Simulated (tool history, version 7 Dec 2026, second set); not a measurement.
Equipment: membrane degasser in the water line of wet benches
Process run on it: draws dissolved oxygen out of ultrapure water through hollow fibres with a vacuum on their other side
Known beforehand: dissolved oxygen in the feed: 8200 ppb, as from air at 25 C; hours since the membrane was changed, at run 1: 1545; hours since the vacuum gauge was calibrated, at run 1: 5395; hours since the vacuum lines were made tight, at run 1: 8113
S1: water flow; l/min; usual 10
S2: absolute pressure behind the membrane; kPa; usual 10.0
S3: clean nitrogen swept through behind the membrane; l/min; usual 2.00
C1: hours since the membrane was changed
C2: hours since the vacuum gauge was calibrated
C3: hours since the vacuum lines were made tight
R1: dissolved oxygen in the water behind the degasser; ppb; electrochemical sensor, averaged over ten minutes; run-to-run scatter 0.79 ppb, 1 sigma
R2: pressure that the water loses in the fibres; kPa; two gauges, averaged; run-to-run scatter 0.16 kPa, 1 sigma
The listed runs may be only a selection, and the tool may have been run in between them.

run 1 hour=0.0 | S1=10 S2=10.0 S3=2.00 | C1=1545 C2=5395 C3=8113 | R1=101.7 R2=44.55
run 2 hour=58.2 | S1=10 S2=10.0 S3=2.00 | C1=1603 C2=5453 C3=8171 | R1=102.8 R2=44.67
run 3 hour=137.4 | S1=10 S2=10.0 S3=2.00 | C1=1683 C2=5533 C3=8250 | R1=100.2 R2=44.46
run 4 hour=194.4 | S1=8 S2=10.0 S3=2.00 | C1=1740 C2=5590 C3=8307 | R1=74.6 R2=36.14
run 5 hour=238.1 | S1=10 S2=13.8 S3=2.00 | C1=1783 C2=5633 C3=8351 | R1=143.3 R2=45.07
run 6 hour=292.3 | S1=10 S2=19.9 S3=2.00 | C1=1837 C2=5687 C3=8405 | R1=220.2 R2=45.11
run 7 hour=334.3 | S1=10 S2=10.0 S3=2.00 | C1=1880 C2=5729 C3=8447 | R1=101.2 R2=44.76
run 8 hour=377.9 | S1=10 S2=10.0 S3=2.00 | C1=1923 C2=5773 C3=8491 | R1=102.0 R2=45.33
run 9 hour=442.2 | S1=10 S2=10.0 S3=0.94 | C1=1987 C2=5837 C3=8555 | R1=189.0 R2=44.68
run 10 hour=493.4 | S1=10 S2=10.0 S3=0.94 | C1=2039 C2=5888 C3=8606 | R1=186.6 R2=45.24
run 11 hour=556.9 | S1=10 S2=10.0 S3=2.00 | C1=2102 C2=5952 C3=8670 | R1=100.4 R2=44.97
run 12 hour=638.8 | S1=10 S2=10.0 S3=2.00 | C1=2184 C2=6034 C3=8752 | R1=100.9 R2=45.19
run 13 hour=678.1 | S1=10 S2=10.0 S3=2.00 | C1=2223 C2=6073 C3=8791 | R1=101.1 R2=45.13
run 14 hour=724.3 | S1=10 S2=10.0 S3=1.55 | C1=2270 C2=6119 C3=8837 | R1=122.7 R2=45.18
run 15 hour=806.0 | S1=10 S2=10.0 S3=2.00 | C1=2351 C2=6201 C3=8919 | R1=100.6 R2=45.17
run 16 hour=873.6 | S1=10 S2=6.3 S3=2.00 | C1=2419 C2=6269 C3=8987 | R1=56.6 R2=45.26
run 17 hour=931.9 | S1=10 S2=8.2 S3=4.06 | C1=2477 C2=6327 C3=9045 | R1=49.8 R2=45.03
run 18 hour=978.3 | S1=7 S2=10.0 S3=3.35 | C1=2523 C2=6373 C3=9091 | R1=39.8 R2=31.82
run 19 hour=1062.9 | S1=10 S2=22.4 S3=2.85 | C1=2608 C2=6458 C3=9176 | R1=183.8 R2=45.57
run 20 hour=1110.2 | S1=13 S2=13.4 S3=3.40 | C1=2655 C2=6505 C3=9223 | R1=141.4 R2=58.97
run 21 hour=1193.3 | S1=13 S2=8.5 S3=2.01 | C1=2738 C2=6588 C3=9306 | R1=129.0 R2=58.87
run 22 hour=1273.6 | S1=14 S2=13.0 S3=2.98 | C1=2819 C2=6669 C3=9387 | R1=171.8 R2=63.82
run 23 hour=1324.2 | S1=11 S2=23.1 S3=2.39 | C1=2869 C2=6719 C3=9437 | R1=241.4 R2=50.16
run 24 hour=1406.2 | S1=11 S2=13.9 S3=2.39 | C1=2951 C2=6801 C3=9519 | R1=145.9 R2=50.28
run 25 hour=1448.4 | S1=6 S2=6.8 S3=2.00 | C1=2994 C2=6843 C3=9561 | R1=28.9 R2=27.32
run 26 hour=1503.8 | S1=14 S2=9.9 S3=2.00 | C1=3049 C2=6899 C3=9617 | R1=173.7 R2=63.69
run 27 hour=1582.7 | S1=6 S2=10.0 S3=0.86 | C1=3128 C2=6978 C3=9696 | R1=115.2 R2=27.52
run 28 hour=1665.8 | S1=6 S2=10.0 S3=0.86 | C1=3211 C2=7061 C3=9779 | R1=114.5 R2=27.61
run 29 hour=1725.6 | S1=7 S2=16.1 S3=0.98 | C1=3271 C2=7121 C3=9838 | R1=220.3 R2=32.09
run 30 hour=1784.0 | S1=7 S2=16.1 S3=0.98 | C1=3329 C2=7179 C3=9897 | R1=222.6 R2=32.12
run 31 hour=1852.7 | S1=14 S2=16.1 S3=2.72 | C1=3398 C2=7248 C3=9966 | R1=220.7 R2=64.45
run 32 hour=1924.0 | S1=14 S2=16.1 S3=2.11 | C1=3469 C2=7319 C3=10037 | R1=261.6 R2=64.16

4 options for the next run, each taken on its own from the tool as it stands now. Forecast them:
run A hour=1975.9 | S1=14 S2=16.1 S3=1.65 | C1=3521 C2=7371 C3=10089 | R1=? R2=?
run B hour=1975.9 | S1=15 S2=10.0 S3=2.00 | C1=3521 C2=7371 C3=10089 | R1=? R2=?
run C hour=1975.9 | S1=7 S2=21.6 S3=1.00 | C1=3521 C2=7371 C3=10089 | R1=? R2=?
run D hour=1975.9 | S1=7 S2=6.1 S3=3.31 | C1=3521 C2=7371 C3=10089 | R1=? R2=?

run=A R1=311.5 R2=64.74
run=B R1=195.5 R2=68.85
run=C R1=307.8 R2=32.30
run=D R1=19.6 R2=32.21
Stripped of hidden state, with their random variation kept, the same runs would have yielded:
run=A R1=311.0 R2=63.13
run=B R1=195.2 R2=67.13
run=C R1=307.0 R2=31.50
run=D R1=19.5 R2=31.41
